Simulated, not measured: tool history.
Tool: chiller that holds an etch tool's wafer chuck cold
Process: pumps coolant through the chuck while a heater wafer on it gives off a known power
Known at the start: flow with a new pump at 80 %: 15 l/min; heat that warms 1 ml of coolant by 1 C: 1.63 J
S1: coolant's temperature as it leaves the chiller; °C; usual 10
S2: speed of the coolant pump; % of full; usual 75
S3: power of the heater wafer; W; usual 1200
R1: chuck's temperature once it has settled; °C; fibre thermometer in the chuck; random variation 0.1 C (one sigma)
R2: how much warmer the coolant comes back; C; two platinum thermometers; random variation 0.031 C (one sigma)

run   hour  S1  S2    S3    R1    R2
  1    0.0  10  75  1200  20.3  3.10
  2   18.8  10  75  1200  20.1  3.12
  3   51.4  10  75   828  17.2  2.14
  4   83.7  10  75   828  17.0  2.14
  5  116.4  10  75   828  17.1  2.16
  6  130.9  10  75   828  17.0  2.20
  7  159.7  10  75   828  17.0  2.15
     193.7  -- chiller's thermometer calibrated
  8  195.2  10  75  1200  20.0  3.13
  9  211.0  10  75  1200  19.8  3.14
 10  226.5  10  75  1200  19.9  3.20
 11  250.8  10  60  1200  21.0  3.90
 12  278.9  10  60  1200  21.1  3.88
 13  300.9  10  75  1200  19.8  3.13
 14  326.2  10  75  1200  20.1  3.14
 15  346.1  10  75  1200  20.1  3.14
 16  376.9  10  75  1200  20.1  3.18
 17  404.0  10  75  1200  20.1  3.13
 18  420.9  10  75  1200  20.1  3.14
 19  449.2  10  75  1200  20.1  3.11
 20  466.8  10  75  1200  20.1  3.16
 21  485.2  10  98  1631  21.9  3.26
 22  507.5  10  83  1383  21.1  3.30
 23  525.9  10  83  1383  21.2  3.25
 24  546.7  10  83  1383  21.1  3.28
 25  567.2  10  83  1383  21.1  3.24
 26  600.5  10  83  1383  21.1  3.29
 27  628.9  10  83  1383  20.9  3.32
 28  646.4  10  74   734  16.2  1.91
 29  662.6  10  74   734  16.4  1.98
 30  688.9   7  77   734  13.3  1.87
 31  712.6   7  77   734  13.1  1.95

3 ways to go on from here, each from the tool as it stands after run 31. What would each give?
  A  736.4  18  77  632   ?   ?
  B  736.4  10  77  734   ?   ?
  C  736.4   7  78  734   ?   ?

run    R1    R2
  A  23.5  1.64
  B  16.2  1.89
  C  13.1  1.89
Without the tool's hidden state the same runs would have given:
run    R1    R2
  A  22.9  1.62
  B  15.6  1.87
  C  12.4  1.87

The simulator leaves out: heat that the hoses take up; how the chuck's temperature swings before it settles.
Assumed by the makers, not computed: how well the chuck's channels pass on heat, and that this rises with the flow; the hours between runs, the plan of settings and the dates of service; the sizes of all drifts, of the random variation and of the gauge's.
